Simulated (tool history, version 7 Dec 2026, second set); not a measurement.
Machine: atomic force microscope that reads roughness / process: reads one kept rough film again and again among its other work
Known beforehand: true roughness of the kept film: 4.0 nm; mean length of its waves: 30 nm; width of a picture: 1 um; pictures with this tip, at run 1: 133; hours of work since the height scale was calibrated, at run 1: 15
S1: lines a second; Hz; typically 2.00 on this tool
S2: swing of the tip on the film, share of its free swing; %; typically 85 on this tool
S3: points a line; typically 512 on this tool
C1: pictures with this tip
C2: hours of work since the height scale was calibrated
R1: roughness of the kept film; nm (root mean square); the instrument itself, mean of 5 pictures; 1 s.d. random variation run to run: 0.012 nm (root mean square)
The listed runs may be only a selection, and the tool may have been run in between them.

{"run": 1, "hour": 0.0, "S1": 2.0, "S2": 85, "S3": 512, "C1": 133, "C2": 15, "R1": 2.819}
{"run": 2, "hour": 11.6, "S1": 2.0, "S2": 85, "S3": 512, "C1": 147, "C2": 20, "R1": 2.81}
{"run": 3, "hour": 20.5, "S1": 2.0, "S2": 85, "S3": 512, "C1": 158, "C2": 24, "R1": 2.821}
{"run": 4, "hour": 34.6, "S1": 2.0, "S2": 85, "S3": 512, "C1": 174, "C2": 30, "R1": 2.807}
{"run": 5, "hour": 43.5, "S1": 2.0, "S2": 85, "S3": 927, "C1": 185, "C2": 34, "R1": 2.839}
{"run": 6, "hour": 52.3, "S1": 2.0, "S2": 85, "S3": 477, "C1": 195, "C2": 38, "R1": 2.838}
{"run": 7, "hour": 65.6, "S1": 2.0, "S2": 85, "S3": 477, "C1": 211, "C2": 44, "R1": 2.824}
{"hour": 67.0, "done": "new tip fitted"}
{"run": 8, "hour": 81.0, "S1": 2.0, "S2": 85, "S3": 477, "C1": 17, "C2": 50, "R1": 2.827}
{"run": 9, "hour": 90.1, "S1": 2.0, "S2": 85, "S3": 477, "C1": 28, "C2": 54, "R1": 2.858}
{"run": 10, "hour": 104.8, "S1": 2.0, "S2": 85, "S3": 477, "C1": 45, "C2": 61, "R1": 2.84}
{"run": 11, "hour": 116.4, "S1": 2.0, "S2": 85, "S3": 477, "C1": 59, "C2": 66, "R1": 2.835}
{"run": 12, "hour": 125.7, "S1": 2.0, "S2": 85, "S3": 742, "C1": 70, "C2": 70, "R1": 2.845}
{"run": 13, "hour": 132.1, "S1": 2.0, "S2": 85, "S3": 742, "C1": 78, "C2": 73, "R1": 2.852}
{"run": 14, "hour": 141.3, "S1": 2.0, "S2": 85, "S3": 742, "C1": 89, "C2": 77, "R1": 2.837}
{"run": 15, "hour": 149.2, "S1": 2.0, "S2": 85, "S3": 290, "C1": 98, "C2": 80, "R1": 2.815}
{"run": 16, "hour": 161.1, "S1": 2.0, "S2": 85, "S3": 290, "C1": 112, "C2": 85, "R1": 2.813}
{"run": 17, "hour": 171.1, "S1": 2.0, "S2": 85, "S3": 512, "C1": 124, "C2": 90, "R1": 2.823}
{"run": 18, "hour": 178.6, "S1": 2.37, "S2": 85, "S3": 705, "C1": 133, "C2": 93, "R1": 2.739}
{"run": 19, "hour": 187.2, "S1": 2.37, "S2": 85, "S3": 705, "C1": 143, "C2": 97, "R1": 2.726}
{"run": 20, "hour": 200.5, "S1": 2.37, "S2": 85, "S3": 705, "C1": 159, "C2": 102, "R1": 2.723}

Estimate the outcome of run 21 from the log above:
{"run": 21, "hour": 215.3, "S1": 2.05, "S2": 85, "S3": 705, "C1": 177, "C2": 109, "R1": "?"}

R1: 2.822 nm (root mean square)
With no hidden state in the tool, this same run would have given R1 2.834 nm (root mean square).
